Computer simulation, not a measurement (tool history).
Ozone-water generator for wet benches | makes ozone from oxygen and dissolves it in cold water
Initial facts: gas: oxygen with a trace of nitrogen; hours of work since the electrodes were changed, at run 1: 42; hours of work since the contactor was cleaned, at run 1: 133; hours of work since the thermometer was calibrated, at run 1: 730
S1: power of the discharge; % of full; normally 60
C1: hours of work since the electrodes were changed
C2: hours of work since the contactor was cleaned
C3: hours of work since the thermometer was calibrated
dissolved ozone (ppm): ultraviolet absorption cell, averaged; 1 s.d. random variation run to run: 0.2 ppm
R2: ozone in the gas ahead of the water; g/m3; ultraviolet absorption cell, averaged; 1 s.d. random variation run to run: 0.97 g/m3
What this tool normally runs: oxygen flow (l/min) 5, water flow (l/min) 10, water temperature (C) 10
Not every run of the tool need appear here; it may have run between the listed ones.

run 1 day=0 | S1=60 oxygen_flow_(l/min)=5 water_flow_(l/min)=10 water_temperature_(C)=10 | C1=42 C2=133 C3=730 | dissolved_ozone_(ppm)=29.1 R2=166.6
run 2 day=0.575 | S1=60 oxygen_flow_(l/min)=5 water_flow_(l/min)=10 water_temperature_(C)=10 | C1=54 C2=145 C3=742 | dissolved_ozone_(ppm)=28.6 R2=166.6
run 3 day=1.721 | S1=60 oxygen_flow_(l/min)=5 water_flow_(l/min)=10 water_temperature_(C)=11 | C1=78 C2=169 C3=766 | dissolved_ozone_(ppm)=28 R2=165.7
run 4 day=3.108 | S1=60 oxygen_flow_(l/min)=5 water_flow_(l/min)=10 water_temperature_(C)=11 | C1=107 C2=198 C3=795 | dissolved_ozone_(ppm)=27.9 R2=166.2
run 5 day=4.504 | S1=79 oxygen_flow_(l/min)=5 water_flow_(l/min)=10 water_temperature_(C)=11 | C1=136 C2=227 C3=825 | dissolved_ozone_(ppm)=35.3 R2=208.6
run 6 day=5.725 | S1=79 oxygen_flow_(l/min)=5 water_flow_(l/min)=10 water_temperature_(C)=11 | C1=162 C2=253 C3=850 | dissolved_ozone_(ppm)=35.7 R2=206.2
run 7 day=6.512 | S1=79 oxygen_flow_(l/min)=5 water_flow_(l/min)=10 water_temperature_(C)=11 | C1=179 C2=270 C3=867 | dissolved_ozone_(ppm)=35.3 R2=205.9
run 8 day=7.717 | S1=79 oxygen_flow_(l/min)=5 water_flow_(l/min)=10 water_temperature_(C)=11 | C1=204 C2=295 C3=892 | dissolved_ozone_(ppm)=35.2 R2=208.1
-- day=7.975 contactor cleaned
run 9 day=8.608 | S1=79 oxygen_flow_(l/min)=5 water_flow_(l/min)=10 water_temperature_(C)=11 | C1=219 C2=13 C3=908 | dissolved_ozone_(ppm)=34.9 R2=206.7
run 10 day=9.825 | S1=60 oxygen_flow_(l/min)=5 water_flow_(l/min)=10 water_temperature_(C)=10 | C1=245 C2=39 C3=933 | dissolved_ozone_(ppm)=28.8 R2=164.1
run 11 day=11.221 | S1=60 oxygen_flow_(l/min)=5 water_flow_(l/min)=10 water_temperature_(C)=10 | C1=274 C2=68 C3=963 | dissolved_ozone_(ppm)=28.7 R2=164.4
run 12 day=12.388 | S1=60 oxygen_flow_(l/min)=5 water_flow_(l/min)=10 water_temperature_(C)=10 | C1=299 C2=93 C3=987 | dissolved_ozone_(ppm)=28.9 R2=164.7
run 13 day=13.217 | S1=60 oxygen_flow_(l/min)=5 water_flow_(l/min)=10 water_temperature_(C)=10 | C1=316 C2=110 C3=1004 | dissolved_ozone_(ppm)=28.3 R2=165.8
-- day=14.1 contactor cleaned, once more
run 14 day=14.488 | S1=60 oxygen_flow_(l/min)=5 water_flow_(l/min)=10 water_temperature_(C)=10 | C1=339 C2=8 C3=1028 | dissolved_ozone_(ppm)=28.6 R2=162.9
run 15 day=15.796 | S1=60 oxygen_flow_(l/min)=5 water_flow_(l/min)=10 water_temperature_(C)=10 | C1=367 C2=36 C3=1055 | dissolved_ozone_(ppm)=28.8 R2=164.6
run 16 day=16.821 | S1=60 oxygen_flow_(l/min)=2.99 water_flow_(l/min)=10 water_temperature_(C)=10 | C1=388 C2=57 C3=1077 | dissolved_ozone_(ppm)=27 R2=202.1
run 17 day=18.204 | S1=96 oxygen_flow_(l/min)=3.58 water_flow_(l/min)=15 water_temperature_(C)=9 | C1=418 C2=86 C3=1106 | dissolved_ozone_(ppm)=30.4 R2=275.3
run 18 day=19.238 | S1=60 oxygen_flow_(l/min)=5 water_flow_(l/min)=13 water_temperature_(C)=17 | C1=439 C2=108 C3=1128 | dissolved_ozone_(ppm)=21.5 R2=166.1
run 19 day=19.896 | S1=60 oxygen_flow_(l/min)=2.79 water_flow_(l/min)=10 water_temperature_(C)=5 | C1=453 C2=122 C3=1142 | dissolved_ozone_(ppm)=28.1 R2=205.6
run 20 day=20.512 | S1=59 oxygen_flow_(l/min)=2.63 water_flow_(l/min)=8 water_temperature_(C)=7 | C1=466 C2=135 C3=1154 | dissolved_ozone_(ppm)=31.6 R2=209
run 21 day=21.55 | S1=59 oxygen_flow_(l/min)=2.63 water_flow_(l/min)=8 water_temperature_(C)=7 | C1=488 C2=157 C3=1176 | dissolved_ozone_(ppm)=31.3 R2=211.3
run 22 day=22.388 | S1=59 oxygen_flow_(l/min)=2.63 water_flow_(l/min)=8 water_temperature_(C)=7 | C1=506 C2=174 C3=1194 | dissolved_ozone_(ppm)=31.1 R2=210
run 23 day=23.154 | S1=68 oxygen_flow_(l/min)=5 water_flow_(l/min)=10 water_temperature_(C)=9 | C1=522 C2=190 C3=1210 | dissolved_ozone_(ppm)=32 R2=179.6
run 24 day=24.5 | S1=45 oxygen_flow_(l/min)=5.44 water_flow_(l/min)=7 water_temperature_(C)=9 | C1=550 C2=219 C3=1238 | dissolved_ozone_(ppm)=27.9 R2=125.4
run 25 day=25.871 | S1=45 oxygen_flow_(l/min)=5.44 water_flow_(l/min)=11 water_temperature_(C)=7 | C1=579 C2=248 C3=1267 | dissolved_ozone_(ppm)=22.6 R2=126.7
run 26 day=27.271 | S1=46 oxygen_flow_(l/min)=5 water_flow_(l/min)=10 water_temperature_(C)=10 | C1=608 C2=277 C3=1297 | dissolved_ozone_(ppm)=22.9 R2=131.8
run 27 day=28.4 | S1=45 oxygen_flow_(l/min)=5 water_flow_(l/min)=11 water_temperature_(C)=10 | C1=632 C2=301 C3=1320 | dissolved_ozone_(ppm)=20.8 R2=129.9
run 28 day=29.075 | S1=60 oxygen_flow_(l/min)=5 water_flow_(l/min)=6 water_temperature_(C)=9 | C1=646 C2=315 C3=1335 | dissolved_ozone_(ppm)=37.3 R2=162.1
run 29 day=30.333 | S1=60 oxygen_flow_(l/min)=5 water_flow_(l/min)=10 water_temperature_(C)=6 | C1=673 C2=341 C3=1361 | dissolved_ozone_(ppm)=30.6 R2=163.3
run 30 day=31.083 | S1=49 oxygen_flow_(l/min)=5 water_flow_(l/min)=12 water_temperature_(C)=6 | C1=689 C2=357 C3=1377 | dissolved_ozone_(ppm)=22.8 R2=138.2
run 31 day=32.075 | S1=55 oxygen_flow_(l/min)=4.23 water_flow_(l/min)=8 water_temperature_(C)=7 | C1=709 C2=378 C3=1398 | dissolved_ozone_(ppm)=31.1 R2=160.4

4 options for the next run, each taken on its own from the tool as it stands now. Forecast them:
run A day=32.75 | S1=55 oxygen_flow_(l/min)=4.23 water_flow_(l/min)=8 water_temperature_(C)=7 | C1=724 C2=392 C3=1412 | dissolved_ozone_(ppm)=? R2=?
run B day=32.75 | S1=84 oxygen_flow_(l/min)=4.23 water_flow_(l/min)=10 water_temperature_(C)=7 | C1=724 C2=392 C3=1412 | dissolved_ozone_(ppm)=? R2=?
run C day=32.75 | S1=55 oxygen_flow_(l/min)=6.32 water_flow_(l/min)=8 water_temperature_(C)=7 | C1=724 C2=392 C3=1412 | dissolved_ozone_(ppm)=? R2=?
run D day=32.75 | S1=55 oxygen_flow_(l/min)=4.23 water_flow_(l/min)=8 water_temperature_(C)=6 | C1=724 C2=392 C3=1412 | dissolved_ozone_(ppm)=? R2=?

run=A dissolved_ozone_(ppm)=31.4 R2=161
run=B dissolved_ozone_(ppm)=38.7 R2=230.2
run=C dissolved_ozone_(ppm)=31.8 R2=137.9
run=D dissolved_ozone_(ppm)=32.1 R2=163.5
Stripped of hidden state, with their random variation kept, the same runs would have yielded:
run=A dissolved_ozone_(ppm)=32.1 R2=162.7
run=B dissolved_ozone_(ppm)=39.8 R2=233.6
run=C dissolved_ozone_(ppm)=32.5 R2=139.3
run=D dissolved_ozone_(ppm)=32.9 R2=165.1
